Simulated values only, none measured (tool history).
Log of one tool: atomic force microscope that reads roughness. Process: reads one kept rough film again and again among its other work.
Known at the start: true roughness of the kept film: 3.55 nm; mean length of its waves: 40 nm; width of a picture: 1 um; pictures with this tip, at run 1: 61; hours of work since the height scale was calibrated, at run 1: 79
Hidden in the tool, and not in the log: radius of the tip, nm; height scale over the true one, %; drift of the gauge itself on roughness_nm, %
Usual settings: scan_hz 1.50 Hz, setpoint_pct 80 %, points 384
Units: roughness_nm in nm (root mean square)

run,hour,scan_hz,setpoint_pct,points,pictures with this tip,hours of work since the height scale was calibrated,roughness_nm
1,0.0,1.50,80,384,61,79,2.840
2,8.7,1.50,80,384,74,83,2.804
3,23.7,1.50,80,384,97,91,2.793
4,35.1,1.50,80,384,114,97,2.779
5,46.7,1.50,80,384,132,103,2.741
# hour 55.9: new tip fitted
6,58.8,1.17,80,384,4,109,3.017
7,65.2,1.17,80,384,14,113,2.988
8,79.1,2.32,80,384,35,120,2.681
9,87.6,3.46,80,384,48,124,2.423
10,100.9,1.50,80,732,69,131,2.845
11,108.4,1.50,80,732,80,135,2.832
12,123.0,1.50,80,732,102,143,2.784
13,134.4,1.50,80,303,120,149,2.756
14,148.0,1.50,80,303,141,156,2.765
# hour 151.3: new tip fitted
15,163.9,1.50,80,303,19,164,2.904
16,178.4,1.50,80,402,42,171,2.874
17,188.1,1.50,80,384,56,176,2.825
18,198.6,1.50,80,384,73,182,2.833
19,211.5,1.50,80,384,92,189,2.792
20,219.4,1.50,80,384,104,193,2.772
21,230.8,1.50,80,384,122,199,2.762
# hour 232.5: height scale calibrated on a step standard
22,241.4,1.50,71,384,137,5,2.908
# hour 247.8: new tip fitted
# hour 256.4: height scale calibrated on a step standard, once more
23,257.3,1.50,78,384,13,0,2.933
24,270.8,1.50,78,384,33,7,2.901
25,279.8,1.50,86,384,47,12,2.756
26,286.8,1.50,56,384,58,16,3.164
27,301.2,1.30,62,656,80,23,3.087
28,310.3,1.30,62,656,94,28,3.104
29,323.1,1.11,62,324,114,35,3.065
30,337.1,1.50,81,404,135,42,2.741
# hour 344.1: new tip fitted
31,351.8,1.50,71,836,12,49,3.066
32,363.6,1.50,60,449,30,56,3.187
33,378.6,1.45,55,384,53,63,3.211
34,393.6,1.45,55,384,76,71,3.157
35,401.8,1.28,80,384,89,76,2.856
36,411.2,1.28,57,384,103,80,3.092
37,424.9,1.28,66,384,124,88,3.000
38,432.7,0.96,81,384,136,92,2.878
# hour 439.3: new tip fitted
39,440.1,0.96,81,384,1,95,3.053
40,450.4,0.96,81,384,17,101,3.067
41,460.8,0.96,81,384,33,106,3.014
42,470.0,0.96,81,384,47,111,3.000
43,482.7,1.13,81,933,67,117,2.938
44,489.2,1.50,63,848,77,121,3.089
45,498.4,3.84,76,384,91,126,2.430
46,510.5,1.50,71,277,109,132,2.937
47,520.9,3.30,58,549,125,137,2.919
48,529.9,3.23,60,384,139,142,2.849

4 ways to go on from here, each from the tool as it stands after run 48. What would each give?
# hour 534.0: new tip fitted
A,546.0,3.23,60,639,18,150,?
# hour 534.0: new tip fitted
B,546.0,3.93,60,467,18,150,?
# hour 534.0: new tip fitted
C,546.0,1.50,83,384,18,150,?
# hour 534.0: new tip fitted
D,546.0,3.23,62,749,18,150,?

run,roughness_nm
A,3.023
B,2.981
C,2.834
D,3.005
Without the tool's hidden state the same runs would have given:
run,roughness_nm
A,3.054
B,3.011
C,2.862
D,3.036

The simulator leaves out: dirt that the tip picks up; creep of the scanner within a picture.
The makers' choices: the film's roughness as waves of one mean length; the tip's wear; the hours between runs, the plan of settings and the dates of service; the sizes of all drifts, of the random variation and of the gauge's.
